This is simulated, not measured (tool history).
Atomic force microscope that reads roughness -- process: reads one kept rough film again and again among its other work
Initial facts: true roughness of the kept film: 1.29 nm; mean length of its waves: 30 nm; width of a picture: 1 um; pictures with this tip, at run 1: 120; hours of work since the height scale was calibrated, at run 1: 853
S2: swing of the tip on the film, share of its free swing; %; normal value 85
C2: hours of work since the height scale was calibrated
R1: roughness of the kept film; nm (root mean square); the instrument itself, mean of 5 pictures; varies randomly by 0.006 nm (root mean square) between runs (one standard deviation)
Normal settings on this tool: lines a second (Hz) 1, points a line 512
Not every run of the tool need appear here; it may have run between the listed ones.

{"run": 1, "hour": 0.0, "lines a second (Hz)": 1, "S2": 85, "points a line": 512, "pictures with this tip": 120, "C2": 853, "R1": 1.115}
{"run": 2, "hour": 32.9, "lines a second (Hz)": 1, "S2": 68, "points a line": 512, "pictures with this tip": 161, "C2": 876, "R1": 1.187}
{"run": 3, "hour": 81.3, "lines a second (Hz)": 1, "S2": 85, "points a line": 512, "pictures with this tip": 221, "C2": 909, "R1": 1.119}
{"hour": 106.6, "done": "new tip fitted"}
{"run": 4, "hour": 109.4, "lines a second (Hz)": 1, "S2": 85, "points a line": 512, "pictures with this tip": 4, "C2": 928, "R1": 1.109}
{"run": 5, "hour": 145.5, "lines a second (Hz)": 2.29, "S2": 85, "points a line": 512, "pictures with this tip": 49, "C2": 953, "R1": 0.984}
{"run": 6, "hour": 182.8, "lines a second (Hz)": 2.29, "S2": 85, "points a line": 512, "pictures with this tip": 95, "C2": 979, "R1": 0.972}
{"run": 7, "hour": 219.4, "lines a second (Hz)": 1, "S2": 85, "points a line": 512, "pictures with this tip": 141, "C2": 1005, "R1": 1.113}
{"run": 8, "hour": 267.9, "lines a second (Hz)": 1, "S2": 85, "points a line": 512, "pictures with this tip": 201, "C2": 1038, "R1": 1.109}
{"run": 9, "hour": 288.4, "lines a second (Hz)": 1, "S2": 85, "points a line": 512, "pictures with this tip": 227, "C2": 1053, "R1": 1.108}
{"hour": 309.7, "done": "new tip fitted"}
{"run": 10, "hour": 328.2, "lines a second (Hz)": 1.75, "S2": 85, "points a line": 512, "pictures with this tip": 23, "C2": 1080, "R1": 1.041}
{"run": 11, "hour": 358.8, "lines a second (Hz)": 1.75, "S2": 85, "points a line": 512, "pictures with this tip": 61, "C2": 1101, "R1": 1.029}
{"run": 12, "hour": 390.5, "lines a second (Hz)": 1.75, "S2": 85, "points a line": 512, "pictures with this tip": 101, "C2": 1123, "R1": 1.033}
{"run": 13, "hour": 418.1, "lines a second (Hz)": 1.75, "S2": 85, "points a line": 512, "pictures with this tip": 135, "C2": 1142, "R1": 1.027}
{"run": 14, "hour": 452.1, "lines a second (Hz)": 1.75, "S2": 85, "points a line": 512, "pictures with this tip": 177, "C2": 1166, "R1": 1.033}
{"run": 15, "hour": 477.6, "lines a second (Hz)": 1.75, "S2": 85, "points a line": 512, "pictures with this tip": 209, "C2": 1183, "R1": 1.019}
{"hour": 513.2, "done": "new tip fitted"}
{"run": 16, "hour": 524.1, "lines a second (Hz)": 1, "S2": 85, "points a line": 264, "pictures with this tip": 14, "C2": 1215, "R1": 1.102}
{"run": 17, "hour": 552.6, "lines a second (Hz)": 1, "S2": 85, "points a line": 380, "pictures with this tip": 49, "C2": 1235, "R1": 1.103}
{"run": 18, "hour": 582.4, "lines a second (Hz)": 3.47, "S2": 85, "points a line": 346, "pictures with this tip": 86, "C2": 1256, "R1": 0.893}
{"run": 19, "hour": 618.1, "lines a second (Hz)": 0.55, "S2": 58, "points a line": 775, "pictures with this tip": 131, "C2": 1280, "R1": 1.23}
{"run": 20, "hour": 667.0, "lines a second (Hz)": 0.55, "S2": 88, "points a line": 775, "pictures with this tip": 192, "C2": 1314, "R1": 1.159}
{"run": 21, "hour": 713.6, "lines a second (Hz)": 0.81, "S2": 85, "points a line": 278, "pictures with this tip": 250, "C2": 1347, "R1": 1.116}
{"hour": 717.5, "done": "new tip fitted"}
{"run": 22, "hour": 749.5, "lines a second (Hz)": 1.44, "S2": 85, "points a line": 278, "pictures with this tip": 40, "C2": 1371, "R1": 1.044}
{"run": 23, "hour": 782.1, "lines a second (Hz)": 1.23, "S2": 85, "points a line": 301, "pictures with this tip": 81, "C2": 1394, "R1": 1.068}
{"run": 24, "hour": 814.4, "lines a second (Hz)": 1.23, "S2": 85, "points a line": 301, "pictures with this tip": 121, "C2": 1416, "R1": 1.075}
{"run": 25, "hour": 847.6, "lines a second (Hz)": 0.74, "S2": 63, "points a line": 512, "pictures with this tip": 162, "C2": 1439, "R1": 1.2}
{"run": 26, "hour": 891.2, "lines a second (Hz)": 1.7, "S2": 64, "points a line": 638, "pictures with this tip": 217, "C2": 1469, "R1": 1.156}
{"hour": 921.0, "done": "new tip fitted"}
{"run": 27, "hour": 924.2, "lines a second (Hz)": 1.63, "S2": 56, "points a line": 257, "pictures with this tip": 4, "C2": 1492, "R1": 1.172}
{"run": 28, "hour": 966.1, "lines a second (Hz)": 1.63, "S2": 56, "points a line": 257, "pictures with this tip": 56, "C2": 1521, "R1": 1.178}
{"run": 29, "hour": 1005.0, "lines a second (Hz)": 3.63, "S2": 84, "points a line": 409, "pictures with this tip": 105, "C2": 1548, "R1": 0.897}
{"run": 30, "hour": 1039.2, "lines a second (Hz)": 3.63, "S2": 84, "points a line": 409, "pictures with this tip": 148, "C2": 1572, "R1": 0.888}

What differs in the tool's unlogged condition from the final listed run ahead of each entry between runs to the first listed run following it?
In the gap between runs 3 and 4: new tip fitted (hour 106.6)
  radius of the tip, nm: 7.5 -> 7
In the gap between runs 9 and 10: new tip fitted (hour 309.7)
  radius of the tip, nm: 7.5 -> 7.1
In the gap between runs 15 and 16: new tip fitted (hour 513.2)
  radius of the tip, nm: 7.4 -> 7
In the gap between runs 21 and 22: new tip fitted (hour 717.5)
  radius of the tip, nm: 7.5 -> 7.1
In the gap between runs 26 and 27: new tip fitted (hour 921)
  radius of the tip, nm: 7.4 -> 7

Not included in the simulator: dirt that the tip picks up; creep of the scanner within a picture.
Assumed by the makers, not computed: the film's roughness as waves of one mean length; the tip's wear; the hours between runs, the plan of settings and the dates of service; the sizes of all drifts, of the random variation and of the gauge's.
